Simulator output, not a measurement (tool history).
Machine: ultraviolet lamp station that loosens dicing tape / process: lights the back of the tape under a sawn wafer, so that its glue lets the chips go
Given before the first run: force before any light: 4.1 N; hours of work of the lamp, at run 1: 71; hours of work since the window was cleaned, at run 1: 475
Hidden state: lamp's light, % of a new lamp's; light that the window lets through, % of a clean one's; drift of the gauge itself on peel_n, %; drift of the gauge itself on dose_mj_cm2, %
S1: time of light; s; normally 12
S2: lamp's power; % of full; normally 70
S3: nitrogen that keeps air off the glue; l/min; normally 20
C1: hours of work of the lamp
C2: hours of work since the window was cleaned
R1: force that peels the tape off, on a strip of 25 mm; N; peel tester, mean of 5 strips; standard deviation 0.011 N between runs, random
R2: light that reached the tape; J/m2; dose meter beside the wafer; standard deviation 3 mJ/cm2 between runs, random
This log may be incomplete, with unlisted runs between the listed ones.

run	day	S1	S2	S3	C1	C2	R1	R2
1	0	12	70	20	71	475	0.598	3860
2	1.233	12	70	15	88	492	0.686	3810
3	2.492	12	70	14	106	509	0.739	3740
4	3.575	12	70	14	121	524	0.756	3720
5	4.875	10	70	20	138	542	0.833	3060
6	5.738	10	70	20	150	554	0.84	3050
7	6.742	10	70	20	164	568	0.847	3010
8	7.733	12	70	20	178	582	0.639	3550
# day 8.196: window cleaned of glue's vapour
9	8.533	12	70	20	189	5	0.523	4080
10	9.296	12	70	20	199	15	0.548	4040
11	10.379	12	70	20	214	30	0.564	4030
12	11.625	12	70	20	231	47	0.558	3960
13	12.496	12	70	20	243	59	0.578	3940
14	13.158	12	70	20	253	68	0.564	3940
15	13.979	12	98	36	264	80	0.3	5500
16	15.138	12	98	36	280	96	0.282	5330
17	15.812	13	85	9	289	105	0.605	5110
18	16.979	19	74	20	305	121	0.301	6380
19	18.104	19	74	20	321	137	0.296	6280
20	19.429	19	74	20	339	155	0.312	6270
21	20.588	19	74	20	355	171	0.314	6120
22	21.875	8	77	7	373	189	1.481	2680
23	22.608	12	91	33	383	199	0.36	4640
24	23.712	8	85	19	398	214	0.919	2900
25	24.758	13	86	31	413	229	0.37	4680
26	25.575	13	86	22	424	240	0.418	4710
27	26.304	9	86	22	434	250	0.73	3210

What if the next run were any one of these 3? Each begins from the tool's condition after run 27:
A	27.175	22	74	22	446	262	?	?
B	27.175	9	86	27	446	262	?	?
C	27.175	9	67	22	446	262	?	?

run	R1	R2
A	0.294	6810
B	0.686	3250
C	1.041	2510
With the hidden condition removed and each run's random variation left untouched, the same runs would have given:
run	R1	R2
A	0.254	8790
B	0.473	4190
C	0.74	3240
